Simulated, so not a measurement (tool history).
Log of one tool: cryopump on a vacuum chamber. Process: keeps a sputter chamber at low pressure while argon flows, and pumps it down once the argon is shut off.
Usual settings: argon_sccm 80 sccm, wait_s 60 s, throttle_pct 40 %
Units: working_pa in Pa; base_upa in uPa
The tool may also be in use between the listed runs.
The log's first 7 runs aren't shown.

run	hour	argon_sccm	wait_s	throttle_pct	hours of work since the pump was warmed up and emptied	hours of work since the cold head was overhauled	hours of work since the chamber's fittings were tightened	working_pa	base_upa
8	254.3	80	60	16	373	373	421	0.5168	1.82
9	291.3	80	60	16	400	400	447	0.5167	1.83
10	338.6	80	60	16	433	433	481	0.5137	1.88
11	379.7	80	60	16	462	462	510	0.515	1.89
12	421.8	80	60	16	492	492	540	0.5168	1.97
13	449.2	80	60	16	512	512	559	0.5165	1.95
14	471.8	80	60	16	528	528	575	0.5189	2.01
15	518.2	107	60	40	561	561	608	0.2898	2.12
16	547.1	107	60	40	581	581	629	0.2895	2.01
17	579.3	66	60	40	604	604	652	0.1777	2.16
18	617	92	60	43	631	631	678	0.2338	2.14
19	656	79	123	34	658	658	706	0.2505	1.57
20	679.7	79	224	48	675	675	723	0.1828	1.31
21	707.2	80	277	16	695	695	742	0.5282	1.25
22	737.7	97	280	53	716	716	764	0.2059	1.31
23	783.9	39	31	30	749	749	797	0.1412	3.39
24	819.9	39	31	30	775	775	822	0.1411	3.52
25	859	39	31	30	802	802	850	0.1421	3.4
26	883.8	39	31	30	820	820	867	0.142	3.43
27	916.4	39	43	30	843	843	891	0.1431	2.85
28	952	39	43	30	868	868	916	0.1423	2.94
29	976.3	127	166	51	885	885	933	0.288	1.72
30	1005.6	54	42	33	906	906	954	0.1828	2.97
31	1039.1	54	42	33	930	930	978	0.1811	3

Forecast run 32:
# hour 1046.3: pump warmed up, emptied and cooled again
32	1090.5	54	28	44	31	963	1011	?	?

Run 32 gave working_pa 0.1252 Pa, base_upa 3.64 uPa.
Without the tool's hidden state the same run would have given working_pa 0.1241 Pa, base_upa 2.73 uPa.

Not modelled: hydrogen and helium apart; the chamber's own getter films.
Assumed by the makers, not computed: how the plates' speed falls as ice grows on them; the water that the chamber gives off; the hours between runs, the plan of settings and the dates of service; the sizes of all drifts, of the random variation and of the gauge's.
